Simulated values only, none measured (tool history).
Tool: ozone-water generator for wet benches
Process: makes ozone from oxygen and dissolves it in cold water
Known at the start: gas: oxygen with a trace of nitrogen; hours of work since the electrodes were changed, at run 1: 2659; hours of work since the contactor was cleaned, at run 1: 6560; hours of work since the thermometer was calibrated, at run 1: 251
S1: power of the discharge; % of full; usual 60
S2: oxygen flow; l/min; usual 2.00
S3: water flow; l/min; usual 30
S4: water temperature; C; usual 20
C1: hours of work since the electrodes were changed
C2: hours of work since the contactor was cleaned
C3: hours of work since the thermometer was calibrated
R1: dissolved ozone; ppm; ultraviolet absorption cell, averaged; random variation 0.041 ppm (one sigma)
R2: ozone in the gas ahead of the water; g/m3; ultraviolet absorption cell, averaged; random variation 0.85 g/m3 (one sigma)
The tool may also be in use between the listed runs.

run,hour,S1,S2,S3,S4,C1,C2,C3,R1,R2
1,0.0,60,2.00,30,20,2659,6560,251,4.35,130.2
2,202.1,60,2.00,30,20,2823,6723,414,4.23,132.1
3,336.5,60,2.00,30,20,2932,6832,523,4.28,130.5
4,444.6,60,2.00,30,20,3019,6919,611,4.34,129.4
5,532.9,60,2.00,37,20,3090,6991,682,3.29,130.0
6,700.4,60,2.00,30,20,3226,7126,817,4.35,130.6
7,817.8,48,2.00,30,20,3321,7221,912,3.49,107.0
8,976.0,48,2.00,30,20,3449,7349,1040,3.49,108.3
9,1069.1,50,2.00,30,20,3524,7424,1116,3.65,110.5
10,1206.1,50,1.04,30,20,3635,7535,1227,2.60,137.8
11,1305.7,50,1.04,30,20,3716,7616,1307,2.55,138.2
12,1405.9,50,1.04,30,20,3797,7697,1388,2.55,136.8
13,1508.0,50,1.04,30,20,3879,7780,1471,2.60,136.1
14,1663.5,60,1.82,30,20,4005,7905,1597,4.05,132.7
15,1834.4,60,1.82,30,20,4143,8044,1735,3.94,132.6
16,1920.6,60,1.82,30,20,4213,8113,1805,4.00,133.4
17,2039.2,60,2.00,30,20,4309,8209,1901,4.14,128.0
18,2125.4,62,2.00,30,23,4379,8279,1970,4.17,130.0
19,2322.6,76,2.00,30,20,4538,8439,2130,5.14,156.7
20,2503.6,60,2.00,42,20,4685,8585,2276,2.64,127.7
21,2616.1,60,2.00,42,20,4776,8676,2367,2.63,127.1
22,2766.2,63,1.13,38,12,4897,8798,2489,2.41,159.8
23,2923.8,65,2.77,36,13,5025,8925,2616,4.21,122.2
24,3081.6,65,2.77,36,13,5153,9053,2744,4.25,121.4
25,3278.7,85,2.42,18,13,5312,9212,2904,11.72,158.0
26,3404.7,80,1.30,30,19,5414,9314,3005,4.16,185.2
27,3581.8,80,1.30,30,19,5557,9457,3149,4.19,186.2
28,3764.9,80,1.30,30,19,5705,9606,3297,4.14,184.0
29,3870.8,60,2.00,30,17,5791,9691,3383,4.13,125.8
# hour 3958.1: contactor cleaned
30,3989.2,60,2.00,30,17,5884,25,3475,4.42,125.0
31,4183.1,60,2.00,30,16,6040,182,3632,4.53,125.5
32,4323.2,56,3.17,30,20,6154,295,3745,5.04,102.4
33,4484.5,56,3.17,30,20,6284,426,3876,5.06,100.3

Forecast each of these 3 alternatives for the next run:
# hour 4546.7: water thermometer calibrated
A,4633.5,66,2.63,30,20,6404,546,70,?,?
# hour 4546.7: water thermometer calibrated
B,4633.5,60,1.59,30,23,6404,546,70,?,?
# hour 4546.7: water thermometer calibrated
C,4633.5,56,3.17,24,26,6404,546,70,?,?

run,R1,R2
A,5.35,123.4
B,3.87,134.8
C,6.10,101.1
Without the tool's hidden state the same runs would have given:
run,R1,R2
A,5.98,136.2
B,4.29,147.4
C,6.71,109.8
